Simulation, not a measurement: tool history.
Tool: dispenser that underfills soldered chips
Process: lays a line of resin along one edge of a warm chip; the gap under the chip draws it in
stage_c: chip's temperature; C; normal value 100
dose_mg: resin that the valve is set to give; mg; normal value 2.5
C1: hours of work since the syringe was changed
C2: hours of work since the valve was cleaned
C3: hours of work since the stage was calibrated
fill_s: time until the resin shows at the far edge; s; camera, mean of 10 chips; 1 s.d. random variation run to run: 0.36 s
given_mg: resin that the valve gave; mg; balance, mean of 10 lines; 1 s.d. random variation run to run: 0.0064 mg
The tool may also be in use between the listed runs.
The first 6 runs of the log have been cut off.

Run 7, hour 31: usual settings; C1 4; C2 64; C3 178. Result: fill_s 26.5 s, given_mg 2.409 mg.
Run 8, hour 36.1: usual settings; C1 7; C2 67; C3 181. Result: fill_s 33.3 s, given_mg 2.422 mg.
At hour 38.4: new syringe of resin.
Run 9, hour 43.4: usual settings; C1 3; C2 72; C3 186. Result: fill_s 25.6 s, given_mg 2.415 mg.
Run 10, hour 46.9: usual settings; C1 6; C2 74; C3 188. Result: fill_s 31 s, given_mg 2.423 mg.
At hour 52: new syringe of resin.
At hour 54.5: dispensing valve cleaned and set on the balance.
Run 11, hour 55.3: usual settings; C1 2; C2 1; C3 193. Result: fill_s 21.9 s, given_mg 2.512 mg.
Run 12, hour 62.5: usual settings but stage_c 105 C; C1 6; C2 5; C3 197. Result: fill_s 26.2 s, given_mg 2.498 mg.
At hour 66.5: new syringe of resin.
Run 13, hour 69.2: usual settings but stage_c 105 C; C1 2; C2 9; C3 201. Result: fill_s 19.1 s, given_mg 2.508 mg.
Run 14, hour 75.9: usual settings; C1 6; C2 14; C3 206. Result: fill_s 30.4 s, given_mg 2.488 mg.
At hour 79.9: new syringe of resin.
Run 15, hour 81: usual settings; C1 1; C2 17; C3 209. Result: fill_s 21 s, given_mg 2.489 mg.
Run 16, hour 84.5: usual settings; C1 3; C2 19; C3 211. Result: fill_s 25 s, given_mg 2.488 mg.
Run 17, hour 88.8: usual settings; C1 6; C2 22; C3 214. Result: fill_s 30.3 s, given_mg 2.494 mg.
At hour 93.4: new syringe of resin.
Run 18, hour 95.6: usual settings; C1 1; C2 26; C3 218. Result: fill_s 22.9 s, given_mg 2.479 mg.
Run 19, hour 99.4: usual settings; C1 4; C2 28; C3 221. Result: fill_s 27 s, given_mg 2.465 mg.
At hour 106.9: new syringe of resin.
Run 20, hour 106.9: usual settings; C1 0; C2 33; C3 225. Result: fill_s 20.4 s, given_mg 2.465 mg.
Run 21, hour 110: usual settings but stage_c 104 C, dose_mg 2.68 mg; C1 2; C2 35; C3 227. Result: fill_s 20.8 s, given_mg 2.651 mg.
Run 22, hour 115.9: usual settings but dose_mg 2.35 mg; C1 6; C2 39; C3 231. Result: fill_s 31.1 s, given_mg 2.311 mg.
Run 23, hour 119.1: usual settings but stage_c 89 C, dose_mg 2.66 mg; C1 8; C2 41; C3 233. Result: fill_s 50.5 s, given_mg 2.624 mg.
At hour 120.6: new syringe of resin.
Run 24, hour 123.5: usual settings but stage_c 108 C, dose_mg 2.47 mg; C1 2; C2 44; C3 236. Result: fill_s 17.3 s, given_mg 2.432 mg.
Run 25, hour 130: usual settings but stage_c 93 C, dose_mg 2.45 mg; C1 6; C2 48; C3 240. Result: fill_s 37.7 s, given_mg 2.414 mg.

Expected results for the next run?
At hour 134: new syringe of resin.
Run 26, hour 135.3: usual settings but stage_c 91 C, dose_mg 2.7 mg; C1 1; C2 51; C3 243. Result: fill_s ?, given_mg ?.

Run 26 gave fill_s 29.1 s, given_mg 2.652 mg.
Take away the tool's hidden state, keep the run-to-run variation as it was, and the same run would have given fill_s 27.7 s, given_mg 2.708 mg.
